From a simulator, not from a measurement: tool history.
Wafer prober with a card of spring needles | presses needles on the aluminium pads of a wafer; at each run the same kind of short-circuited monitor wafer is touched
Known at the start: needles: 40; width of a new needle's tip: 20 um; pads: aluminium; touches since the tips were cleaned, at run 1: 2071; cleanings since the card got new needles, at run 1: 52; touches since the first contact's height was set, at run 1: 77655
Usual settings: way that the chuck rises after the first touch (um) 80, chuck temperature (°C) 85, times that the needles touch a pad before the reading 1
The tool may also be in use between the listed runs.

run,hour,way that the chuck rises after the first touch (um),chuck temperature (°C),times that the needles touch a pad before the reading,touches since the tips were cleaned,cleanings since the card got new needles,touches since the first contact's height was set,resistance of one needle with its contact and lead (mohm),way that a needle slides on the pad (um)
1,0,80,85,1,2071,52,77655,169,21.44
# hour 5.2: tips cleaned on abrasive film
# hour 18: tips cleaned on abrasive film
# hour 30.7: tips cleaned on abrasive film
2,40.2,80,85,1,3484,55,92339,179,21.35
# hour 42.8: tips cleaned on abrasive film
# hour 55.5: tips cleaned on abrasive film
# hour 65.8: tips cleaned on abrasive film
# hour 76: tips cleaned on abrasive film
# hour 88.8: tips cleaned on abrasive film
# hour 99.1: tips cleaned on abrasive film
3,99.1,80,85,1,0,61,113799,133,21.43
# hour 111.9: tips cleaned on abrasive film
# hour 124.7: tips cleaned on abrasive film
4,128.6,80,31,1,1463,63,124586,153,21.32
# hour 136.3: tips cleaned on abrasive film
# hour 146.6: tips cleaned on abrasive film
# hour 159.3: tips cleaned on abrasive film
# hour 171.4: tips cleaned on abrasive film
5,171.4,90,31,1,0,67,140192,124,24.05
# hour 181.9: height of the first contact set anew
# hour 184.5: tips cleaned on abrasive film
# hour 194.7: tips cleaned on abrasive film
6,201.3,90,31,1,2414,69,7080,158,24.45
# hour 206.5: tips cleaned on abrasive film
# hour 219.2: tips cleaned on abrasive film
# hour 232: tips cleaned on abrasive film
7,232.4,90,31,1,179,72,18431,127,24.35
# hour 242.7: tips cleaned on abrasive film
# hour 255.4: tips cleaned on abrasive film
# hour 268.1: tips cleaned on abrasive film
8,275.6,90,31,1,2763,75,34217,165,24.41
# hour 280.8: tips cleaned on abrasive film
# hour 293.6: tips cleaned on abrasive film
# hour 306.2: tips cleaned on abrasive film
# hour 319: tips cleaned on abrasive film
9,320.6,90,31,1,603,79,50621,137,24.3
# hour 330.9: tips cleaned on abrasive film
# hour 343.6: tips cleaned on abrasive film
# hour 356.3: tips cleaned on abrasive film
# hour 366.6: tips cleaned on abrasive film
10,374.5,90,31,1,2922,83,70305,164,24.2
# hour 377.2: tips cleaned on abrasive film
# hour 389.9: tips cleaned on abrasive film
# hour 402.7: tips cleaned on abrasive film
# hour 415.3: tips cleaned on abrasive film
# hour 426.5: tips cleaned on abrasive film
11,426.5,90,31,1,0,88,89272,124,24.22
# hour 436.8: tips cleaned on abrasive film
# hour 449.6: tips cleaned on abrasive film
# hour 462.3: tips cleaned on abrasive film
# hour 474.9: tips cleaned on abrasive film
12,482.1,90,31,1,2657,92,109584,162,24.18
# hour 487.3: tips cleaned on abrasive film
# hour 500.1: tips cleaned on abrasive film
# hour 512.9: tips cleaned on abrasive film
# hour 525.6: tips cleaned on abrasive film
13,528.1,90,27,1,889,96,126336,143,24.03
# hour 538.1: tips cleaned on abrasive film
# hour 550.9: tips cleaned on abrasive film
# hour 561.1: tips cleaned on abrasive film
# hour 573.9: tips cleaned on abrasive film
# hour 576.7: height of the first contact set anew
14,582,98,78,1,2881,100,1948,161,26.64
# hour 584.7: tips cleaned on abrasive film
# hour 597.4: tips cleaned on abrasive film
# hour 607.7: tips cleaned on abrasive film
# hour 620.5: tips cleaned on abrasive film
# hour 633.2: tips cleaned on abrasive film
15,637.7,80,30,1,1640,105,22253,158,21.6
# hour 645.4: tips cleaned on abrasive film
# hour 658: tips cleaned on abrasive film
# hour 668.2: tips cleaned on abrasive film
# hour 681: tips cleaned on abrasive film
# hour 693.8: tips cleaned on abrasive film
16,694.9,70,122,1,419,110,43120,156,18.87
# hour 705.1: tips cleaned on abrasive film
# hour 715.4: tips cleaned on abrasive film
# hour 725.6: tips cleaned on abrasive film
17,731.9,85,85,1,2322,113,56639,166,22.87
# hour 737.1: tips cleaned on abrasive film
# hour 749.9: tips cleaned on abrasive film
# hour 762.6: tips cleaned on abrasive film
# hour 775.4: tips cleaned on abrasive film
# hour 785.7: tips cleaned on abrasive film
18,786.3,87,41,2,233,118,76462,132,23.3
# hour 796.5: tips cleaned on abrasive film
# hour 806.8: tips cleaned on abrasive film
19,815.8,61,97,1,3336,120,87264,232,16.29

Measured less the same run without the tool's hidden state. The same run-to-run variation is in both; the gauge's scatter may not be:
The hidden state here: debris on the tips, nm; way that the needles fall short of the set height, um; tips' diameter, um; drift of the gauge itself on contact_mohm, %; drift of the gauge itself on scrub_um, %.
run,resistance of one needle with its contact and lead (mohm),way that a needle slides on the pad (um)
1,+39,-0.28
2,+50,-0.33
3,+4,-0.41
4,+33,-0.44
5,+4,-0.5
6,+36,-0.03
7,+7,-0.06
8,+44,-0.1
9,+17,-0.16
10,+43,-0.22
11,+3,-0.29
12,+42,-0.34
13,+23,-0.39
14,+34,+0
15,+37,-0.07
16,+21,-0.14
17,+36,-0.19
18,+8,-0.27
19,+98,-0.29
